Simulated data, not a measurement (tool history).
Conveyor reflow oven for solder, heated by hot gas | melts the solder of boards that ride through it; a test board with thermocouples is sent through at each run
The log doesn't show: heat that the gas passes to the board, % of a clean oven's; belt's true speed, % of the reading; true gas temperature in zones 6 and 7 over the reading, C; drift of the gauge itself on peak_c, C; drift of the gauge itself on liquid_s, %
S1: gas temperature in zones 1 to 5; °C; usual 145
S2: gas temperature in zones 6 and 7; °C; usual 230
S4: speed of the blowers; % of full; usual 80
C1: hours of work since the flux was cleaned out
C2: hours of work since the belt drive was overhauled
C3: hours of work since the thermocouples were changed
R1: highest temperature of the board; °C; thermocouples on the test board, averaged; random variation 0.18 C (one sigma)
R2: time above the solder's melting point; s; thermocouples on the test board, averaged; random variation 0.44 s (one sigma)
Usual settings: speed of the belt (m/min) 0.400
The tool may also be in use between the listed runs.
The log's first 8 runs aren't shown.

Run 9, hour 57.8: usual settings but S2 239 °C; C1 83; C2 199; C3 500. Result: R1 228.7 °C, R2 106.7 s.
Run 10, hour 64.2: usual settings but S2 232 °C; C1 88; C2 204; C3 505. Result: R1 222.6 °C, R2 102.0 s.
Run 11, hour 72.2: usual settings; C1 94; C2 210; C3 511. Result: R1 220.8 °C, R2 100.0 s.
At hour 76.8: belt drive overhauled, speed set with a stopwatch.
Run 12, hour 83.6: usual settings but speed of the belt (m/min) 0.447; C1 100; C2 5; C3 517. Result: R1 217.7 °C, R2 85.6 s.
Run 13, hour 89.5: usual settings but S4 69 % of full; C1 105; C2 10; C3 521. Result: R1 219.2 °C, R2 98.7 s.
Run 14, hour 94.4: usual settings; C1 109; C2 14; C3 525. Result: R1 220.7 °C, R2 100.8 s.
Run 15, hour 103.4: usual settings; C1 116; C2 21; C3 532. Result: R1 220.5 °C, R2 100.1 s.
Run 16, hour 108.0: usual settings; C1 119; C2 25; C3 536. Result: R1 220.6 °C, R2 100.6 s.
Run 17, hour 115.3: usual settings but S1 141 °C, S4 65 % of full; C1 125; C2 30; C3 542. Result: R1 218.2 °C, R2 95.0 s.
At hour 120.6: belt drive overhauled, speed set with a stopwatch, once more.
Run 18, hour 128.0: usual settings but S1 153 °C, speed of the belt (m/min) 0.407; C1 132; C2 6; C3 549. Result: R1 220.7 °C, R2 102.6 s.
Run 19, hour 132.9: usual settings but S2 233 °C, speed of the belt (m/min) 0.396, S4 74 % of full; C1 136; C2 10; C3 552. Result: R1 222.5 °C, R2 102.5 s.
Run 20, hour 138.5: usual settings but S1 152 °C, S2 240 °C, speed of the belt (m/min) 0.376, S4 74 % of full; C1 140; C2 14; C3 557. Result: R1 231.2 °C, R2 119.7 s.
Run 21, hour 147.5: usual settings but S1 142 °C, speed of the belt (m/min) 0.431, S4 53 % of full; C1 147; C2 21; C3 564. Result: R1 214.2 °C, R2 81.5 s.
Run 22, hour 154.8: usual settings but S1 159 °C, S2 223 °C, speed of the belt (m/min) 0.445, S4 67 % of full; C1 153; C2 27; C3 570. Result: R1 212.8 °C, R2 88.9 s.
Run 23, hour 161.9: usual settings but S1 144 °C, S2 223 °C, speed of the belt (m/min) 0.445, S4 67 % of full; C1 158; C2 32; C3 575. Result: R1 209.7 °C, R2 75.0 s.

Forecast run 24:
Run 24, hour 168.5: usual settings but S1 144 °C, S2 223 °C, speed of the belt (m/min) 0.445, S4 67 % of full; C1 164; C2 38; C3 580. Result: R1 ?, R2 ?.

{"run 24": {"R1": 209.4, "R2": 74.3}}
Without the tool's hidden state the same run would have given R1 208.9 °C, R2 74.1 s.
